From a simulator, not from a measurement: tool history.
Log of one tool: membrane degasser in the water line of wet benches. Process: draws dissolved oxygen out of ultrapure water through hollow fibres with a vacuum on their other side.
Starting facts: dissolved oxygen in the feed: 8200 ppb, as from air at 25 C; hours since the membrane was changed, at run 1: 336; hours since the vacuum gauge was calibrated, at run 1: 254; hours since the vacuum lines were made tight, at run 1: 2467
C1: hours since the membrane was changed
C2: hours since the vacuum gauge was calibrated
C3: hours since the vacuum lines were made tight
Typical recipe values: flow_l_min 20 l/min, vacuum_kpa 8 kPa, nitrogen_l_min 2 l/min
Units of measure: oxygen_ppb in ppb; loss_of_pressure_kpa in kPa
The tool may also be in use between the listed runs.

{"run": 1, "day": 0.0, "flow_l_min": 20, "vacuum_kpa": 8, "nitrogen_l_min": 2, "C1": 336, "C2": 254, "C3": 2467, "oxygen_ppb": 193, "loss_of_pressure_kpa": 42.2}
{"run": 2, "day": 0.846, "flow_l_min": 20, "vacuum_kpa": 8, "nitrogen_l_min": 2, "C1": 356, "C2": 274, "C3": 2488, "oxygen_ppb": 195.2, "loss_of_pressure_kpa": 42.05}
{"run": 3, "day": 2.217, "flow_l_min": 20, "vacuum_kpa": 8, "nitrogen_l_min": 2, "C1": 389, "C2": 307, "C3": 2521, "oxygen_ppb": 195.8, "loss_of_pressure_kpa": 42.53}
{"run": 4, "day": 4.175, "flow_l_min": 20, "vacuum_kpa": 8, "nitrogen_l_min": 2, "C1": 436, "C2": 354, "C3": 2568, "oxygen_ppb": 199.6, "loss_of_pressure_kpa": 41.99}
{"run": 5, "day": 5.283, "flow_l_min": 20, "vacuum_kpa": 8, "nitrogen_l_min": 2, "C1": 463, "C2": 380, "C3": 2594, "oxygen_ppb": 200.6, "loss_of_pressure_kpa": 42.18}
{"run": 6, "day": 6.3, "flow_l_min": 20, "vacuum_kpa": 8, "nitrogen_l_min": 2, "C1": 487, "C2": 405, "C3": 2619, "oxygen_ppb": 198.6, "loss_of_pressure_kpa": 42.29}
{"run": 7, "day": 7.467, "flow_l_min": 20, "vacuum_kpa": 8, "nitrogen_l_min": 1.24, "C1": 515, "C2": 433, "C3": 2647, "oxygen_ppb": 257.5, "loss_of_pressure_kpa": 42.12}
{"run": 8, "day": 9.092, "flow_l_min": 20, "vacuum_kpa": 8, "nitrogen_l_min": 1.7, "C1": 554, "C2": 472, "C3": 2686, "oxygen_ppb": 218.8, "loss_of_pressure_kpa": 42.11}
{"run": 9, "day": 10.104, "flow_l_min": 20, "vacuum_kpa": 8, "nitrogen_l_min": 1.17, "C1": 579, "C2": 496, "C3": 2710, "oxygen_ppb": 269.2, "loss_of_pressure_kpa": 42.11}
{"run": 10, "day": 11.254, "flow_l_min": 20, "vacuum_kpa": 8, "nitrogen_l_min": 1.17, "C1": 606, "C2": 524, "C3": 2737, "oxygen_ppb": 270.8, "loss_of_pressure_kpa": 42.29}
{"run": 11, "day": 13.0, "flow_l_min": 20, "vacuum_kpa": 8, "nitrogen_l_min": 1.17, "C1": 648, "C2": 566, "C3": 2779, "oxygen_ppb": 263.8, "loss_of_pressure_kpa": 42.41}
{"run": 12, "day": 14.858, "flow_l_min": 20, "vacuum_kpa": 8, "nitrogen_l_min": 1.17, "C1": 693, "C2": 610, "C3": 2824, "oxygen_ppb": 267.8, "loss_of_pressure_kpa": 42.41}
{"run": 13, "day": 15.742, "flow_l_min": 13, "vacuum_kpa": 8, "nitrogen_l_min": 2, "C1": 714, "C2": 631, "C3": 2845, "oxygen_ppb": 108.2, "loss_of_pressure_kpa": 27.72}
{"run": 14, "day": 17.058, "flow_l_min": 13, "vacuum_kpa": 8, "nitrogen_l_min": 2, "C1": 746, "C2": 663, "C3": 2877, "oxygen_ppb": 108.6, "loss_of_pressure_kpa": 27.53}
{"run": 15, "day": 18.479, "flow_l_min": 15, "vacuum_kpa": 8, "nitrogen_l_min": 2, "C1": 780, "C2": 697, "C3": 2911, "oxygen_ppb": 130.7, "loss_of_pressure_kpa": 31.88}
{"run": 16, "day": 20.342, "flow_l_min": 15, "vacuum_kpa": 8, "nitrogen_l_min": 2, "C1": 824, "C2": 742, "C3": 2956, "oxygen_ppb": 135.6, "loss_of_pressure_kpa": 31.75}
{"run": 17, "day": 21.767, "flow_l_min": 14, "vacuum_kpa": 5.56, "nitrogen_l_min": 1.18, "C1": 859, "C2": 776, "C3": 2990, "oxygen_ppb": 106.9, "loss_of_pressure_kpa": 29.47}
{"run": 18, "day": 22.746, "flow_l_min": 23, "vacuum_kpa": 9.15, "nitrogen_l_min": 2.49, "C1": 882, "C2": 800, "C3": 3013, "oxygen_ppb": 240.3, "loss_of_pressure_kpa": 49.25}
{"run": 19, "day": 23.942, "flow_l_min": 23, "vacuum_kpa": 9.15, "nitrogen_l_min": 2.49, "C1": 911, "C2": 828, "C3": 3042, "oxygen_ppb": 246.1, "loss_of_pressure_kpa": 48.71}
{"run": 20, "day": 25.217, "flow_l_min": 20, "vacuum_kpa": 6.7, "nitrogen_l_min": 2.63, "C1": 941, "C2": 859, "C3": 3073, "oxygen_ppb": 148.4, "loss_of_pressure_kpa": 42.49}
{"run": 21, "day": 27.083, "flow_l_min": 20, "vacuum_kpa": 6.7, "nitrogen_l_min": 2.63, "C1": 986, "C2": 904, "C3": 3117, "oxygen_ppb": 153.6, "loss_of_pressure_kpa": 42.49}
{"run": 22, "day": 28.729, "flow_l_min": 20, "vacuum_kpa": 14.26, "nitrogen_l_min": 0.81, "C1": 1026, "C2": 943, "C3": 3157, "oxygen_ppb": 638.4, "loss_of_pressure_kpa": 42.38}
{"run": 23, "day": 30.275, "flow_l_min": 20, "vacuum_kpa": 12.91, "nitrogen_l_min": 1.28, "C1": 1063, "C2": 980, "C3": 3194, "oxygen_ppb": 422.6, "loss_of_pressure_kpa": 42.6}
{"run": 24, "day": 32.217, "flow_l_min": 20, "vacuum_kpa": 12.91, "nitrogen_l_min": 1.28, "C1": 1109, "C2": 1027, "C3": 3241, "oxygen_ppb": 423.5, "loss_of_pressure_kpa": 42.33}
{"run": 25, "day": 33.896, "flow_l_min": 18, "vacuum_kpa": 12.35, "nitrogen_l_min": 2.58, "C1": 1150, "C2": 1067, "C3": 3281, "oxygen_ppb": 222.1, "loss_of_pressure_kpa": 38.02}
{"run": 26, "day": 35.496, "flow_l_min": 13, "vacuum_kpa": 12.35, "nitrogen_l_min": 3.84, "C1": 1188, "C2": 1106, "C3": 3319, "oxygen_ppb": 110.1, "loss_of_pressure_kpa": 27.76}
{"run": 27, "day": 36.333, "flow_l_min": 20, "vacuum_kpa": 6.3, "nitrogen_l_min": 3.58, "C1": 1208, "C2": 1126, "C3": 3339, "oxygen_ppb": 132.4, "loss_of_pressure_kpa": 42.25}

Run 28 comes next. What will it give?
{"run": 28, "day": 37.979, "flow_l_min": 20, "vacuum_kpa": 6.3, "nitrogen_l_min": 3.58, "C1": 1248, "C2": 1165, "C3": 3379, "oxygen_ppb": "?", "loss_of_pressure_kpa": "?"}

oxygen_ppb: 130.3 ppb
loss_of_pressure_kpa: 42.38 kPa
Minus the tool's unlogged condition, the same run would have read oxygen_ppb 124.3 ppb, loss_of_pressure_kpa 41.85 kPa.

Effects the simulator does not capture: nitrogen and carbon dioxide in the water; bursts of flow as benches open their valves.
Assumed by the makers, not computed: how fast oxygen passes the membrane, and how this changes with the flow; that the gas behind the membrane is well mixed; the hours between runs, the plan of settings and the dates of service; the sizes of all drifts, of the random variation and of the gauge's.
